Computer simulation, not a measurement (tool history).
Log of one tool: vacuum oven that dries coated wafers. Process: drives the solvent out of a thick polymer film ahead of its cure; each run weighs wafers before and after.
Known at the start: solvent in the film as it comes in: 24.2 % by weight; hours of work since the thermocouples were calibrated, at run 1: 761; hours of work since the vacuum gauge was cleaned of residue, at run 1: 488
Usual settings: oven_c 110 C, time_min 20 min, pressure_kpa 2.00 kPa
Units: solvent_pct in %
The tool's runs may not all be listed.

run,hour,oven_c,time_min,pressure_kpa,hours of work since the thermocouples were calibrated,hours of work since the vacuum gauge was cleaned of residue,solvent_pct
1,0.0,110,20,2.00,761,488,4.56
2,30.9,110,20,2.00,776,503,4.54
3,53.6,110,20,2.00,786,513,4.51
4,84.3,110,20,1.14,801,528,4.41
5,106.2,110,13,2.00,811,538,7.64
# hour 110.6: vacuum gauge cleaned of residue and calibrated
6,129.8,110,20,2.00,822,9,4.51
# hour 140.0: oven's thermocouples calibrated
7,152.2,110,20,2.00,6,19,4.17
8,169.4,105,20,2.00,14,27,5.64
9,197.7,102,20,3.67,27,40,7.09
# hour 233.0: vacuum gauge cleaned of residue and calibrated, once more
10,238.2,100,13,3.67,46,2,10.47
11,277.4,110,10,1.03,64,21,8.47
12,311.2,110,10,1.03,80,37,8.61
13,332.2,110,10,1.03,90,47,8.70
14,367.0,110,10,1.03,107,63,8.61

Measured less the same run without the tool's hidden state. The same run-to-run variation is in both; the gauge's scatter may not be:
The hidden state here: true wafer temperature over the reading, C; true pressure over the reading, kPa; drift of the gauge itself on solvent_pct, %.
run,solvent_pct
1,+0.42
2,+0.43
3,+0.43
4,+0.44
5,+0.51
6,+0.46
7,-0.06
8,-0.06
9,-0.06
10,-0.07
11,-0.06
12,-0.05
13,-0.04
14,-0.03

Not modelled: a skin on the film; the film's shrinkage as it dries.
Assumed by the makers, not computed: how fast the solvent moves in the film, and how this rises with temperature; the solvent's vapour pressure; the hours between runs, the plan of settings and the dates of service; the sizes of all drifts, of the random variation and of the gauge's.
